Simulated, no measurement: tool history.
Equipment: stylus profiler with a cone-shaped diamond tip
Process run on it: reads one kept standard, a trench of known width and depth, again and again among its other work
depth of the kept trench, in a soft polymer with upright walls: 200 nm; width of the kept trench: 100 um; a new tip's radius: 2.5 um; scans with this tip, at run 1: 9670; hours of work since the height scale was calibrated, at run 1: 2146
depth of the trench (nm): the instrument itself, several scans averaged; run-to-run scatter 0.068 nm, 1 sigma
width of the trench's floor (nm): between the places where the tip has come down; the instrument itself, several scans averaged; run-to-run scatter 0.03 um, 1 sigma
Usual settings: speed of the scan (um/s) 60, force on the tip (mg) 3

| run | hour | speed of the scan (um/s) | force on the tip (mg) | scans with this tip | hours of work since the height scale was calibrated | depth of the trench (nm) | width of the trench's floor (nm) |
|---|---|---|---|---|---|---|---|
| 1 | 0 | 60 | 3 | 9670 | 2146 | 202.5 | 97590 |
|  | 93.3 | height scale calibrated on a step standard |
| 2 | 101.1 | 60 | 3 | 10004 | 6 | 202.81 | 97640 |
| 3 | 153.7 | 60 | 3 | 10178 | 44 | 203.09 | 97580 |
| 4 | 198.4 | 60 | 3.42 | 10326 | 77 | 203.07 | 97630 |
| 5 | 253.1 | 60 | 3.42 | 10508 | 118 | 203.16 | 97570 |
| 6 | 308.5 | 60 | 3.42 | 10692 | 158 | 203.24 | 97530 |
|  | 327.9 | height scale calibrated on a step standard, once more |
| 7 | 352.6 | 60 | 3.42 | 10836 | 18 | 201.53 | 97540 |
| 8 | 400.5 | 113 | 3 | 10995 | 53 | 201.33 | 97500 |
| 9 | 496.6 | 60 | 3.6 | 11314 | 124 | 201.66 | 97530 |
| 10 | 567.7 | 60 | 3 | 11550 | 177 | 201.54 | 97570 |
| 11 | 608.5 | 60 | 3 | 11685 | 206 | 201.51 | 97540 |
| 12 | 669.5 | 60 | 3 | 11887 | 251 | 201.59 | 97510 |
| 13 | 747.6 | 60 | 3 | 12146 | 309 | 201.55 | 97540 |
| 14 | 837.8 | 60 | 3 | 12445 | 375 | 201.6 | 97480 |
| 15 | 918.6 | 60 | 3 | 12713 | 435 | 201.6 | 97490 |
| 16 | 999.3 | 60 | 3 | 12981 | 494 | 201.68 | 97520 |
| 17 | 1052.7 | 60 | 3 | 13158 | 533 | 201.63 | 97500 |
| 18 | 1130.3 | 60 | 3 | 13415 | 591 | 201.71 | 97480 |
| 19 | 1191.7 | 77 | 3 | 13619 | 636 | 201.74 | 97440 |
| 20 | 1247.7 | 77 | 3 | 13805 | 677 | 201.64 | 97420 |
| 21 | 1302.8 | 77 | 2.41 | 13987 | 717 | 201.51 | 97420 |
| 22 | 1400.9 | 77 | 2.78 | 14312 | 790 | 201.73 | 97430 |
| 23 | 1479.7 | 116 | 2.78 | 14574 | 848 | 201.8 | 97310 |
| 24 | 1543.1 | 53 | 5.97 | 14784 | 894 | 202.72 | 97540 |
| 25 | 1602 | 49 | 3.99 | 14979 | 938 | 202.24 | 97510 |
| 26 | 1696.2 | 46 | 1.29 | 15292 | 1007 | 201.41 | 97400 |
| 27 | 1793.9 | 60 | 3.24 | 15616 | 1079 | 201.97 | 97440 |
| 28 | 1892.2 | 206 | 1.25 | 15942 | 1151 | 201.34 | 96940 |
| 29 | 1934.2 | 60 | 6.78 | 16081 | 1182 | 203.1 | 97450 |
| 30 | 2006.7 | 53 | 5.37 | 16322 | 1236 | 202.71 | 97450 |
| 31 | 2063.1 | 91 | 3.96 | 16509 | 1277 | 202.28 | 97290 |
| 32 | 2116.3 | 60 | 1.46 | 16685 | 1316 | 201.56 | 97310 |
| 33 | 2166.2 | 60 | 1.46 | 16850 | 1353 | 201.55 | 97330 |
| 34 | 2207.6 | 20 | 1.46 | 16988 | 1383 | 201.64 | 97420 |
| 35 | 2248.7 | 39 | 3.61 | 17124 | 1414 | 202.29 | 97380 |
| 36 | 2330.1 | 39 | 8.94 | 17394 | 1473 | 203.66 | 97450 |
| 37 | 2399.8 | 219 | 3 | 17625 | 1525 | 202.28 | 97090 |
| 38 | 2464.1 | 60 | 2.21 | 17838 | 1572 | 202.05 | 97290 |
| 39 | 2525.1 | 16 | 3 | 18040 | 1617 | 202.33 | 97430 |
| 40 | 2613.2 | 96 | 8.33 | 18333 | 1682 | 203.77 | 97290 |
| 41 | 2682.4 | 33 | 8.33 | 18562 | 1733 | 203.69 | 97420 |
| 42 | 2757.7 | 33 | 8.33 | 18812 | 1788 | 203.7 | 97380 |
| 43 | 2849.2 | 19 | 3 | 19115 | 1856 | 202.52 | 97430 |
| 44 | 2894.1 | 87 | 2.59 | 19264 | 1889 | 202.39 | 97230 |
| 45 | 2984 | 26 | 2.9 | 19562 | 1955 | 202.39 | 97380 |
| 46 | 3026.9 | 26 | 2.9 | 19705 | 1986 | 202.52 | 97330 |

Some steps in depth of the trench (nm), run to run, broken into two amounts with sign: the step expected even without the hidden condition (settings, incoming material, random variation), and the rest, left for the hidden condition together with whatever gauge scatter is not in both the measured and the hidden-condition-free result:
What the log doesn't record here: radius of the tip, um; height scale over the true one, %; drift of the gauge itself on depth_nm, %; drift of the gauge itself on floor_um, %.
Run 1 -> 2: height scale calibrated on a step standard. depth of the trench (nm) +0.31: hidden state +0.37, all else -0.06.
Run 6 -> 7: height scale calibrated on a step standard, once more. depth of the trench (nm) -1.71: hidden state -1.58, all else -0.13.
Run 28 -> 29: speed of the scan (um/s) 206 -> 60, force on the tip (mg) 1.25 -> 6.78. depth of the trench (nm) +1.76: hidden state +0.03, all else +1.73.
Run 39 -> 40: speed of the scan (um/s) 16 -> 96, force on the tip (mg) 3 -> 8.33. depth of the trench (nm) +1.44: hidden state +0.05, all else +1.39.
